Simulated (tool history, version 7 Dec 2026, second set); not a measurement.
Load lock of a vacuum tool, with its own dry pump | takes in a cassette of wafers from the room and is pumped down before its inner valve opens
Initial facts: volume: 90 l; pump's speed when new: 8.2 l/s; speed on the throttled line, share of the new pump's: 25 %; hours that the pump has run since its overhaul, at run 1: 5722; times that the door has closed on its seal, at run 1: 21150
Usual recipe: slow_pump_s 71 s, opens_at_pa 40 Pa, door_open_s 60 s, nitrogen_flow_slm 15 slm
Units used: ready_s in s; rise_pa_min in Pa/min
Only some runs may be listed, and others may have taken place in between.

run,hour,slow_pump_s,opens_at_pa,door_open_s,nitrogen_flow_slm,hours that the pump has run since its overhaul,times that the door has closed on its seal,"incoming humidity of the room's air, %",ready_s,rise_pa_min
1,0,71,40,60,15,5722,21150,45.4,146.1,0.204
2,211.2,71,40,60,15,5934,21518,48.3,145.2,0.207
3,386.4,37,40,60,15,6109,21824,43.4,120.5,0.207
4,490.2,37,40,60,36,6213,22005,43.9,122.5,0.208
5,636.2,71,40,60,15,6359,22260,45.3,145.9,0.21
6,855.4,71,40,60,15,6578,22642,46.8,147.1,0.225
7,1001.7,71,40,60,15,6724,22898,46.1,149.2,0.229
8,1109.1,71,40,60,15,6832,23085,44.6,147.6,0.228
9,1264.1,71,40,60,15,6987,23355,44.2,146.8,0.229
10,1432.4,71,40,60,15,7155,23649,42.4,147.8,0.23
11,1650.1,91,40,60,15,7373,24029,46.4,162.2,0.242
12,1771.6,91,40,60,15,7494,24241,48,161.1,0.243
13,1869.1,91,40,60,15,7592,24411,49.5,162.7,0.251
14,2078.6,91,40,60,15,7801,24777,43.7,160.3,0.254
15,2290.2,91,40,60,15,8013,25146,46.6,163,0.257
16,2462.6,91,40,60,15,8185,25447,45.9,164.1,0.259
17,2658.7,91,40,60,15,8381,25789,40.8,162.4,0.27
18,2854,91,40,60,15,8577,26130,47.8,163.8,0.275
19,3063,91,54,60,15,8785,26495,44.6,161.2,0.271
20,3193.4,91,54,60,15,8916,26722,41.4,160.5,0.288
21,3376.4,71,57,60,6,9099,27042,45.4,145.1,0.284
22,3520.9,71,72,60,15,9243,27294,44.8,143.4,0.298
23,3744.5,71,72,60,15,9467,27684,45.1,143.6,0.298
24,3922.9,71,40,60,35,9645,27995,45.3,151.7,0.292
25,4130.8,71,40,60,35,9853,28358,47,151.7,0.308
26,4301.4,71,40,69,31,10024,28656,46.1,149.6,0.319
27,4441.2,71,49,61,15,10164,28900,45,149.2,0.321
28,4621.2,71,49,61,15,10344,29214,44.5,149.4,0.328
29,4772.9,71,49,61,15,10495,29479,43.6,149.6,0.322
30,4984.5,84,49,61,15,10707,29848,43.6,158.9,0.335
31,5159.2,64,40,160,18,10882,30153,46.9,146.9,0.343
32,5385.2,71,66,60,15,11108,30547,45.9,145.7,0.341
33,5484.6,71,66,60,15,11207,30721,48.4,146.8,0.357
34,5616.5,68,66,107,15,11339,30951,41.3,146.9,0.354
35,5819.1,68,66,107,15,11542,31304,45.2,145.1,0.367
36,6046.1,79,46,60,10,11769,31701,46.8,157.1,0.37

Here are 5 independent what-if runs from the current tool condition. What would each one return?
A,6171.8,71,40,60,6,11894,31920,48.3,?,?
B,6171.8,36,46,60,22,11894,31920,45.1,?,?
C,6171.8,44,40,60,11,11894,31920,44.7,?,?
D,6171.8,46,50,60,8,11894,31920,46.1,?,?
E,6171.8,71,40,78,15,11894,31920,42.2,?,?

run,ready_s,rise_pa_min
A,153.7,0.381
B,127.2,0.373
C,134.8,0.382
D,135.1,0.381
E,153.2,0.373
Take away the tool's hidden state, keep each run's random variation, and the runs would have read:
run,ready_s,rise_pa_min
A,139,0.012
B,111.1,0.005
C,118.6,0.012
D,119.5,0.015
E,138.6,0.008

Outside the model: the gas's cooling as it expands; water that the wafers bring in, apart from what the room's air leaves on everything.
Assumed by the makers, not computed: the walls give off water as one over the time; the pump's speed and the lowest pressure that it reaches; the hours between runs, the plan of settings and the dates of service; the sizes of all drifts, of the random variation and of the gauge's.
